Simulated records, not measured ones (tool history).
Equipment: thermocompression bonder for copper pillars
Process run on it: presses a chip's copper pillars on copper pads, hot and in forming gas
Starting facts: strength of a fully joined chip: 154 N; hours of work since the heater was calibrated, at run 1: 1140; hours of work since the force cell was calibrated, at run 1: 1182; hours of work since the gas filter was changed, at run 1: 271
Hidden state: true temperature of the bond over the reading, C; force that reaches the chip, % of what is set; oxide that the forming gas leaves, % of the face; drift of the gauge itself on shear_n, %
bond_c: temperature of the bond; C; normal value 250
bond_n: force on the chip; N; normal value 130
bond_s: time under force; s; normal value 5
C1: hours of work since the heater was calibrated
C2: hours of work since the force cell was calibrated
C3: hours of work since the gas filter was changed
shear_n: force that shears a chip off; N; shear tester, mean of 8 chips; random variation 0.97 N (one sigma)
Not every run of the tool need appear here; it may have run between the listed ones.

Run 1, hour 0: usual settings; C1 1140; C2 1182; C3 271. Result: shear_n 119.2 N.
Run 2, hour 33.3: usual settings; C1 1158; C2 1200; C3 288. Result: shear_n 118.4 N.
Run 3, hour 62.6: usual settings; C1 1174; C2 1216; C3 304. Result: shear_n 117.9 N.
At hour 117.3: forming gas filter changed.
Run 4, hour 119: usual settings; C1 1203; C2 1246; C3 1. Result: shear_n 126.6 N.
Run 5, hour 174.8: usual settings; C1 1233; C2 1275; C3 31. Result: shear_n 125.8 N.
Run 6, hour 212.6: usual settings; C1 1253; C2 1295; C3 51. Result: shear_n 124.3 N.
Run 7, hour 240.8: usual settings but bond_c 220 C, bond_s 13 s; C1 1268; C2 1310; C3 66. Result: shear_n 125.6 N.
Run 8, hour 298.4: usual settings but bond_n 112 N; C1 1299; C2 1341; C3 96. Result: shear_n 118 N.
Run 9, hour 343.9: usual settings but bond_n 97 N, bond_s 3 s; C1 1323; C2 1365; C3 121. Result: shear_n 99 N.
Run 10, hour 398.7: usual settings but bond_c 224 C, bond_n 78 N, bond_s 3 s; C1 1352; C2 1394; C3 150. Result: shear_n 69 N.
Run 11, hour 432.6: usual settings but bond_c 259 C, bond_n 96 N, bond_s 7 s; C1 1370; C2 1413; C3 168. Result: shear_n 124.2 N.

Consider 3 possible next runs. They are alternatives, not a sequence: every one starts from the tool as it was left by run 11. What does each give?
Run A, hour 464: usual settings but bond_c 277 C, bond_s 9 s; C1 1387; C2 1429; C3 185. Result: shear_n ?.
Run B, hour 464: usual settings but bond_c 248 C, bond_n 127 N; C1 1387; C2 1429; C3 185. Result: shear_n ?.
Run C, hour 464: usual settings but bond_c 261 C, bond_n 96 N, bond_s 9 s; C1 1387; C2 1429; C3 185. Result: shear_n ?.

run  shear_n
  A    143.4
  B      122
  C    132.4
What these runs would have given with no unlogged condition in the tool:
run  shear_n
  A    143.2
  B    113.6
  C    126.9

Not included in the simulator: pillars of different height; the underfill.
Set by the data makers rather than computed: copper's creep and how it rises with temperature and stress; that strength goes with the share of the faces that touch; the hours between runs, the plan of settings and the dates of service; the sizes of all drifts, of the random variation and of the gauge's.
